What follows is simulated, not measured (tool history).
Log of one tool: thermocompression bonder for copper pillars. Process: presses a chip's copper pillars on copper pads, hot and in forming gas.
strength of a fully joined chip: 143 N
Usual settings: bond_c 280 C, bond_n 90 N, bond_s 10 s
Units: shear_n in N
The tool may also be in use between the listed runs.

{"run": 1, "hour": 0.0, "bond_c": 280, "bond_n": 90, "bond_s": 10, "shear_n": 95}
{"run": 2, "hour": 18.1, "bond_c": 280, "bond_n": 76, "bond_s": 10, "shear_n": 90.1}
{"run": 3, "hour": 39.6, "bond_c": 280, "bond_n": 76, "bond_s": 10, "shear_n": 89.2}
{"run": 4, "hour": 53.1, "bond_c": 280, "bond_n": 76, "bond_s": 10, "shear_n": 89.3}
{"run": 5, "hour": 82.3, "bond_c": 280, "bond_n": 90, "bond_s": 10, "shear_n": 94.6}
{"run": 6, "hour": 111.3, "bond_c": 265, "bond_n": 90, "bond_s": 10, "shear_n": 78}
{"run": 7, "hour": 135.6, "bond_c": 265, "bond_n": 90, "bond_s": 10, "shear_n": 77.2}
{"run": 8, "hour": 150.2, "bond_c": 280, "bond_n": 90, "bond_s": 10, "shear_n": 93.8}
{"hour": 158.4, "done": "forming gas filter changed"}
{"run": 9, "hour": 169.1, "bond_c": 280, "bond_n": 90, "bond_s": 10, "shear_n": 96.7}
{"run": 10, "hour": 181.0, "bond_c": 280, "bond_n": 90, "bond_s": 26, "shear_n": 119}
{"run": 11, "hour": 193.0, "bond_c": 280, "bond_n": 90, "bond_s": 10, "shear_n": 96.1}
{"run": 12, "hour": 221.6, "bond_c": 280, "bond_n": 90, "bond_s": 10, "shear_n": 96.6}
{"run": 13, "hour": 238.6, "bond_c": 280, "bond_n": 94, "bond_s": 10, "shear_n": 98}
{"run": 14, "hour": 257.4, "bond_c": 280, "bond_n": 94, "bond_s": 10, "shear_n": 97.2}
{"run": 15, "hour": 279.9, "bond_c": 280, "bond_n": 94, "bond_s": 10, "shear_n": 97.8}
{"run": 16, "hour": 303.7, "bond_c": 280, "bond_n": 94, "bond_s": 6, "shear_n": 84}
{"run": 17, "hour": 322.7, "bond_c": 280, "bond_n": 94, "bond_s": 6, "shear_n": 83.4}
{"hour": 326.5, "done": "heater calibrated with a thermocouple chip"}
{"run": 18, "hour": 352.8, "bond_c": 280, "bond_n": 94, "bond_s": 6, "shear_n": 82}
{"run": 19, "hour": 375.9, "bond_c": 280, "bond_n": 74, "bond_s": 11, "shear_n": 88.7}
{"hour": 383.2, "done": "heater calibrated with a thermocouple chip, once more"}
{"run": 20, "hour": 400.2, "bond_c": 300, "bond_n": 71, "bond_s": 9, "shear_n": 110.3}
{"run": 21, "hour": 428.3, "bond_c": 300, "bond_n": 71, "bond_s": 9, "shear_n": 109.3}
{"run": 22, "hour": 454.7, "bond_c": 300, "bond_n": 57, "bond_s": 11, "shear_n": 107}
{"run": 23, "hour": 472.0, "bond_c": 278, "bond_n": 83, "bond_s": 10, "shear_n": 94.7}
{"run": 24, "hour": 487.7, "bond_c": 280, "bond_n": 108, "bond_s": 25, "shear_n": 124.5}
{"run": 25, "hour": 505.4, "bond_c": 277, "bond_n": 69, "bond_s": 6, "shear_n": 74.2}
{"run": 26, "hour": 526.4, "bond_c": 277, "bond_n": 69, "bond_s": 6, "shear_n": 74.2}
{"run": 27, "hour": 545.9, "bond_c": 295, "bond_n": 90, "bond_s": 10, "shear_n": 113.6}
{"run": 28, "hour": 563.4, "bond_c": 257, "bond_n": 60, "bond_s": 25, "shear_n": 82.7}
{"run": 29, "hour": 582.2, "bond_c": 296, "bond_n": 115, "bond_s": 18, "shear_n": 130}
{"run": 30, "hour": 609.6, "bond_c": 296, "bond_n": 115, "bond_s": 18, "shear_n": 129.6}
{"run": 31, "hour": 633.1, "bond_c": 296, "bond_n": 115, "bond_s": 15, "shear_n": 126.9}
{"hour": 650.5, "done": "forming gas filter changed"}
{"run": 32, "hour": 662.5, "bond_c": 280, "bond_n": 90, "bond_s": 5, "shear_n": 83}
{"run": 33, "hour": 688.8, "bond_c": 283, "bond_n": 58, "bond_s": 30, "shear_n": 115.6}
{"run": 34, "hour": 717.2, "bond_c": 283, "bond_n": 58, "bond_s": 30, "shear_n": 115.7}

Forecast each of these 3 alternatives for the next run:
{"run": "A", "hour": 743.3, "bond_c": 287, "bond_n": 58, "bond_s": 10, "shear_n": "?"}
{"run": "B", "hour": 743.3, "bond_c": 254, "bond_n": 85, "bond_s": 22, "shear_n": "?"}
{"run": "C", "hour": 743.3, "bond_c": 283, "bond_n": 131, "bond_s": 7, "shear_n": "?"}

run=A shear_n=92.6
run=B shear_n=89.1
run=C shear_n=106.1
Without the tool's hidden state the same runs would have given:
run=A shear_n=96.7
run=B shear_n=93.4
run=C shear_n=110.1
